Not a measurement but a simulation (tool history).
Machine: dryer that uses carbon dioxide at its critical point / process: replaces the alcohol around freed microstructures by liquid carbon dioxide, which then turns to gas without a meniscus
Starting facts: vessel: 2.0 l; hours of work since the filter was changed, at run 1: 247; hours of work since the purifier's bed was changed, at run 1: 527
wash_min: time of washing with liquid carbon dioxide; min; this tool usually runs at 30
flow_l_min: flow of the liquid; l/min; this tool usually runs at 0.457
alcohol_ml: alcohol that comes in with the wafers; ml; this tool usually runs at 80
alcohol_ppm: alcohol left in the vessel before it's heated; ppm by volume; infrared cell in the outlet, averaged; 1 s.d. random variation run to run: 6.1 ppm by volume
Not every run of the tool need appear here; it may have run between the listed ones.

run	day	wash_min	flow_l_min	alcohol_ml	hours of work since the filter was changed	hours of work since the purifier's bed was changed	alcohol_ppm
1	0.000	30	0.457	80	247	527	385
2	1.250	30	0.457	80	270	550	402
3	2.754	30	0.457	80	298	578	424
# day 3.429: inlet filter changed
4	3.700	30	0.457	80	5	594	328
5	4.938	34	0.457	80	28	617	206
6	5.975	34	0.547	80	47	636	120
7	7.500	30	0.457	80	74	664	331
8	8.379	30	0.457	80	90	680	353
# day 8.800: purifier's bed changed
9	9.858	25	0.457	80	115	19	622
10	11.396	25	0.457	80	143	47	636
11	12.775	46	0.654	80	169	73	25
12	13.858	20	0.457	36	188	92	697
13	15.275	24	0.454	49	214	118	520
14	16.450	24	0.454	49	236	140	521
15	17.271	19	0.457	29	251	155	695
16	18.904	19	0.457	29	281	185	713
17	19.762	30	0.513	80	296	200	218
# day 20.567: inlet filter changed
18	20.733	30	0.513	80	3	217	161
19	21.667	30	0.565	105	20	234	133
20	22.712	22	0.638	80	39	254	266

What if the next run were any one of these 3? Each begins from the tool's condition after run 20:
A	23.804	22	0.654	80	59	274	?
B	23.804	29	0.380	116	59	274	?
C	23.804	41	0.457	23	59	274	?

run	alcohol_ppm
A	263
B	1010
C	44
With no hidden state in the tool, these same runs would have given:
run	alcohol_ppm
A	206
B	909
C	7
